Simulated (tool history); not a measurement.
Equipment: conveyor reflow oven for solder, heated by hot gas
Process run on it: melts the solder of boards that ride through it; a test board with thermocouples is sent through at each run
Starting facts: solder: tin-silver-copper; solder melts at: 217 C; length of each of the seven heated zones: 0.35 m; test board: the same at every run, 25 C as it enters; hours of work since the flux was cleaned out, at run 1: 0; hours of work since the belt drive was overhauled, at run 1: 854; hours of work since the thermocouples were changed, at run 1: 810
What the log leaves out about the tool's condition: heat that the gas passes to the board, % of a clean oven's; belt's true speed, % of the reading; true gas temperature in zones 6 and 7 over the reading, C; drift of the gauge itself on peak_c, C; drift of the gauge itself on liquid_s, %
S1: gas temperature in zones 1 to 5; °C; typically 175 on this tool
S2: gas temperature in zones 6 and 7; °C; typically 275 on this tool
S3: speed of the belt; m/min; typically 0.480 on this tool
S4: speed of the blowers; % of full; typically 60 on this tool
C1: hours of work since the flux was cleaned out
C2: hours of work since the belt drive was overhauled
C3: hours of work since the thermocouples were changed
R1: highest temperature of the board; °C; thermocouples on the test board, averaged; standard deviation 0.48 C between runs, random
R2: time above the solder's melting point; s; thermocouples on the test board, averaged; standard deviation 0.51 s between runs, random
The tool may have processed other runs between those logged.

run 1 hour=0.0 | S1=175 S2=275 S3=0.480 S4=60 | C1=0 C2=854 C3=810 | R1=256.1 R2=71.8
run 2 hour=55.6 | S1=175 S2=281 S3=0.480 S4=60 | C1=26 C2=880 C3=836 | R1=261.2 R2=74.1
run 3 hour=105.5 | S1=174 S2=275 S3=0.480 S4=60 | C1=49 C2=903 C3=859 | R1=255.6 R2=69.5
run 4 hour=146.6 | S1=174 S2=275 S3=0.480 S4=60 | C1=68 C2=922 C3=878 | R1=255.6 R2=70.0
run 5 hour=180.2 | S1=175 S2=275 S3=0.480 S4=60 | C1=84 C2=937 C3=894 | R1=256.7 R2=70.3
run 6 hour=233.1 | S1=175 S2=275 S3=0.480 S4=60 | C1=108 C2=962 C3=918 | R1=255.3 R2=70.2
run 7 hour=282.6 | S1=175 S2=275 S3=0.525 S4=60 | C1=131 C2=985 C3=941 | R1=251.8 R2=60.5
run 8 hour=306.6 | S1=175 S2=275 S3=0.480 S4=60 | C1=142 C2=996 C3=953 | R1=255.1 R2=70.0
run 9 hour=332.9 | S1=175 S2=275 S3=0.475 S4=60 | C1=154 C2=1008 C3=965 | R1=254.8 R2=71.1
run 10 hour=367.6 | S1=175 S2=275 S3=0.480 S4=57 | C1=171 C2=1024 C3=981 | R1=253.6 R2=68.6
run 11 hour=404.1 | S1=175 S2=275 S3=0.480 S4=57 | C1=188 C2=1041 C3=998 | R1=255.2 R2=68.4
-- hour=413.5 flux residue cleaned out of gas plates and filters
run 12 hour=431.6 | S1=175 S2=275 S3=0.417 S4=60 | C1=8 C2=1052 C3=1008 | R1=258.4 R2=83.7
run 13 hour=459.3 | S1=175 S2=275 S3=0.417 S4=60 | C1=21 C2=1065 C3=1021 | R1=258.8 R2=83.4
run 14 hour=483.3 | S1=175 S2=286 S3=0.480 S4=60 | C1=32 C2=1076 C3=1032 | R1=263.3 R2=75.2
run 15 hour=534.7 | S1=175 S2=286 S3=0.480 S4=60 | C1=56 C2=1100 C3=1056 | R1=263.2 R2=75.2
-- hour=570.7 flux residue cleaned out of gas plates and filters, once more
run 16 hour=588.2 | S1=175 S2=286 S3=0.480 S4=60 | C1=8 C2=1122 C3=1079 | R1=266.3 R2=78.2
run 17 hour=626.4 | S1=175 S2=267 S3=0.480 S4=60 | C1=26 C2=1140 C3=1096 | R1=248.0 R2=64.6
run 18 hour=650.3 | S1=175 S2=282 S3=0.480 S4=60 | C1=37 C2=1151 C3=1107 | R1=262.0 R2=74.1
run 19 hour=677.6 | S1=175 S2=282 S3=0.480 S4=60 | C1=50 C2=1163 C3=1120 | R1=261.6 R2=74.6
run 20 hour=701.8 | S1=175 S2=282 S3=0.480 S4=60 | C1=61 C2=1175 C3=1131 | R1=261.5 R2=74.7
run 21 hour=736.3 | S1=175 S2=282 S3=0.480 S4=60 | C1=77 C2=1191 C3=1147 | R1=260.2 R2=74.9
run 22 hour=764.4 | S1=176 S2=275 S3=0.411 S4=71 | C1=90 C2=1204 C3=1160 | R1=259.8 R2=88.8
run 23 hour=793.7 | S1=175 S2=275 S3=0.506 S4=60 | C1=103 C2=1217 C3=1174 | R1=253.8 R2=64.3
run 24 hour=824.1 | S1=175 S2=275 S3=0.506 S4=60 | C1=118 C2=1231 C3=1188 | R1=252.6 R2=64.2
run 25 hour=871.5 | S1=171 S2=271 S3=0.434 S4=61 | C1=140 C2=1254 C3=1210 | R1=253.5 R2=75.0
run 26 hour=908.3 | S1=171 S2=289 S3=0.383 S4=51 | C1=157 C2=1271 C3=1227 | R1=271.8 R2=101.3
run 27 hour=961.1 | S1=171 S2=289 S3=0.383 S4=51 | C1=181 C2=1295 C3=1252 | R1=271.9 R2=100.7
run 28 hour=984.0 | S1=171 S2=289 S3=0.383 S4=51 | C1=192 C2=1306 C3=1262 | R1=272.5 R2=101.5
run 29 hour=1022.4 | S1=183 S2=289 S3=0.383 S4=67 | C1=210 C2=1324 C3=1280 | R1=274.5 R2=107.5
-- hour=1056.6 flux residue cleaned out of gas plates and filters
run 30 hour=1075.0 | S1=183 S2=276 S3=0.399 S4=67 | C1=9 C2=1346 C3=1302 | R1=262.0 R2=98.0

Each row is a separate what-if for the run after 30, all from the same tool condition, not one after another. Results?
run A hour=1098.4 | S1=183 S2=276 S3=0.563 S4=67 | C1=19 C2=1356 C3=1313 | R1=? R2=?
run B hour=1098.4 | S1=168 S2=288 S3=0.399 S4=85 | C1=19 C2=1356 C3=1313 | R1=? R2=?
run C hour=1098.4 | S1=183 S2=281 S3=0.399 S4=67 | C1=19 C2=1356 C3=1313 | R1=? R2=?
run D hour=1098.4 | S1=175 S2=275 S3=0.480 S4=86 | C1=19 C2=1356 C3=1313 | R1=? R2=?
run E hour=1098.4 | S1=183 S2=276 S3=0.399 S4=55 | C1=19 C2=1356 C3=1313 | R1=? R2=?

run=A R1=254.0 R2=60.7
run=B R1=274.5 R2=98.0
run=C R1=267.9 R2=99.7
run=D R1=258.2 R2=74.3
run=E R1=261.9 R2=96.1
Without the tool's unlogged condition, the same runs would have read:
run=A R1=257.2 R2=60.4
run=B R1=278.5 R2=96.4
run=C R1=271.8 R2=98.2
run=D R1=261.9 R2=73.8
run=E R1=265.6 R2=94.9
